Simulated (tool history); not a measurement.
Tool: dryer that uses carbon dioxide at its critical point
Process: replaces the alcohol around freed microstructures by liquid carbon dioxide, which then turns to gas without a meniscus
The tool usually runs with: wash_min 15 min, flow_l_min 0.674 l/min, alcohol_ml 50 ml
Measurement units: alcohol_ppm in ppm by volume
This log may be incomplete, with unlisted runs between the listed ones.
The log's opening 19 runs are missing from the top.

run	hour	wash_min	flow_l_min	alcohol_ml	alcohol_ppm
20	372.5	19	1.11	49	63
21	388.4	19	1.11	49	60
22	404.7	21	0.525	54	222
23	416.7	21	0.674	50	103
24	435.2	20	0.516	50	267
25	454.5	15	0.643	54	329
26	474.8	19	0.727	23	83
27	497	19	0.797	23	79
28	512.4	15	0.495	28	502
29	531.6	15	0.495	28	517
30	558.2	24	0.791	36	80
31	576.4	24	0.791	36	91

Forecast each of these 5 alternatives for the next run:
A	596.3	15	0.674	35	?
B	596.3	24	0.524	34	?
C	596.3	15	0.674	95	?
D	596.3	16	0.987	116	?
E	596.3	10	0.962	38	?

run	alcohol_ppm
A	225
B	132
C	469
D	114
E	243
Without the tool's hidden state the same runs would have given:
run	alcohol_ppm
A	140
B	51
C	359
D	37
E	155

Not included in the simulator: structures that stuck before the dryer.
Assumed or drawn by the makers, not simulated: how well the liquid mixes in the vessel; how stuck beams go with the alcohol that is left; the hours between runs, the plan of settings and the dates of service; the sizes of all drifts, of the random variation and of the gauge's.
